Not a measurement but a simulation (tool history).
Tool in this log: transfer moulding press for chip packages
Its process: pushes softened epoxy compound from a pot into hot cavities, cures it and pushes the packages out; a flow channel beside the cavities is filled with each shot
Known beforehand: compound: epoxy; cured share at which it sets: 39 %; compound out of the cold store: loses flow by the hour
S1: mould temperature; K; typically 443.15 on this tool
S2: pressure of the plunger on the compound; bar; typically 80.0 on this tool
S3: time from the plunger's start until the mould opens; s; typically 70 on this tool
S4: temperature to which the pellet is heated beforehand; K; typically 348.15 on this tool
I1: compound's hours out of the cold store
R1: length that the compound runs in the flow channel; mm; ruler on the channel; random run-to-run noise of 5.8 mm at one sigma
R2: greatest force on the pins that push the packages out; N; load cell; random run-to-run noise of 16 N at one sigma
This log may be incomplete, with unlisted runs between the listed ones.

{"run": 1, "hour": 0.0, "S1": 443.15, "S2": 80.0, "S3": 70, "S4": 348.15, "I1": 39.7, "R1": 907, "R2": 679}
{"hour": 64.6, "done": "cavities cleaned with cleaning compound and waxed"}
{"run": 2, "hour": 64.6, "S1": 443.15, "S2": 80.0, "S3": 70, "S4": 343.15, "I1": 33.2, "R1": 942, "R2": 716}
{"run": 3, "hour": 117.7, "S1": 443.15, "S2": 80.1, "S3": 70, "S4": 343.15, "I1": 47.8, "R1": 884, "R2": 671}
{"hour": 156.8, "done": "cavities cleaned with cleaning compound and waxed"}
{"run": 4, "hour": 163.0, "S1": 443.15, "S2": 80.1, "S3": 70, "S4": 343.15, "I1": 20.5, "R1": 1007, "R2": 774}
{"run": 5, "hour": 199.2, "S1": 443.15, "S2": 80.0, "S3": 70, "S4": 348.15, "I1": 44.3, "R1": 900, "R2": 708}
{"hour": 251.0, "done": "cavities cleaned with cleaning compound and waxed"}
{"hour": 270.9, "done": "plunger's sealing rings changed"}
{"run": 6, "hour": 284.6, "S1": 450.15, "S2": 80.0, "S3": 70, "S4": 348.15, "I1": 18.4, "R1": 991, "R2": 489}
{"hour": 344.3, "done": "cavities cleaned with cleaning compound and waxed"}
{"run": 7, "hour": 351.4, "S1": 450.15, "S2": 80.0, "S3": 70, "S4": 348.15, "I1": 17.1, "R1": 994, "R2": 493}
{"run": 8, "hour": 390.5, "S1": 450.15, "S2": 80.0, "S3": 70, "S4": 348.15, "I1": 19.0, "R1": 987, "R2": 481}
{"hour": 436.6, "done": "cavities cleaned with cleaning compound and waxed"}
{"hour": 444.5, "done": "mould's thermocouples calibrated"}
{"run": 9, "hour": 455.6, "S1": 450.15, "S2": 80.0, "S3": 70, "S4": 348.15, "I1": 33.7, "R1": 922, "R2": 475}
{"run": 10, "hour": 515.7, "S1": 443.15, "S2": 80.0, "S3": 70, "S4": 348.15, "I1": 31.3, "R1": 959, "R2": 717}
{"hour": 531.9, "done": "cavities cleaned with cleaning compound and waxed"}
{"run": 11, "hour": 555.5, "S1": 443.15, "S2": 80.0, "S3": 70, "S4": 348.15, "I1": 13.8, "R1": 1043, "R2": 792}
{"hour": 569.1, "done": "plunger's sealing rings changed"}
{"run": 12, "hour": 600.4, "S1": 443.15, "S2": 80.0, "S3": 70, "S4": 348.15, "I1": 18.8, "R1": 1017, "R2": 759}
{"hour": 626.7, "done": "cavities cleaned with cleaning compound and waxed"}
{"run": 13, "hour": 682.3, "S1": 443.15, "S2": 80.0, "S3": 70, "S4": 348.15, "I1": 24.7, "R1": 988, "R2": 734}
{"hour": 718.0, "done": "cavities cleaned with cleaning compound and waxed"}
{"run": 14, "hour": 762.9, "S1": 443.15, "S2": 80.0, "S3": 70, "S4": 348.15, "I1": 42.6, "R1": 899, "R2": 710}
{"run": 15, "hour": 796.6, "S1": 443.15, "S2": 80.0, "S3": 50, "S4": 350.15, "I1": 19.7, "R1": 1015, "R2": 1668}
{"hour": 810.2, "done": "cavities cleaned with cleaning compound and waxed"}
{"hour": 865.7, "done": "plunger's sealing rings changed"}
{"run": 16, "hour": 881.9, "S1": 443.15, "S2": 80.0, "S3": 50, "S4": 350.15, "I1": 20.8, "R1": 1003, "R2": 1664}
{"hour": 908.8, "done": "cavities cleaned with cleaning compound and waxed"}
{"run": 17, "hour": 935.8, "S1": 443.15, "S2": 80.0, "S3": 70, "S4": 354.15, "I1": 46.8, "R1": 882, "R2": 643}
{"hour": 1000.3, "done": "cavities cleaned with cleaning compound and waxed"}
{"run": 18, "hour": 1000.3, "S1": 441.15, "S2": 71.4, "S3": 70, "S4": 348.15, "I1": 37.0, "R1": 878, "R2": 799}
{"run": 19, "hour": 1079.5, "S1": 443.15, "S2": 86.3, "S3": 70, "S4": 348.15, "I1": 37.1, "R1": 959, "R2": 687}
{"hour": 1094.4, "done": "mould's thermocouples calibrated"}
{"hour": 1095.9, "done": "cavities cleaned with cleaning compound and waxed"}
{"run": 20, "hour": 1130.1, "S1": 443.15, "S2": 86.3, "S3": 70, "S4": 348.15, "I1": 24.2, "R1": 1030, "R2": 745}

The next listed run, before its measurement:
{"hour": 1162.0, "done": "plunger's sealing rings changed"}
{"run": 21, "hour": 1182.3, "S1": 443.15, "S2": 80.0, "S3": 70, "S4": 350.15, "I1": 21.8, "R1": "?", "R2": "?"}

Run 21 produced R1 1011 mm, R2 718 N.
Take away the tool's hidden state, keep the run-to-run variation as it was, and the same run would have given R1 1011 mm, R2 706 N.
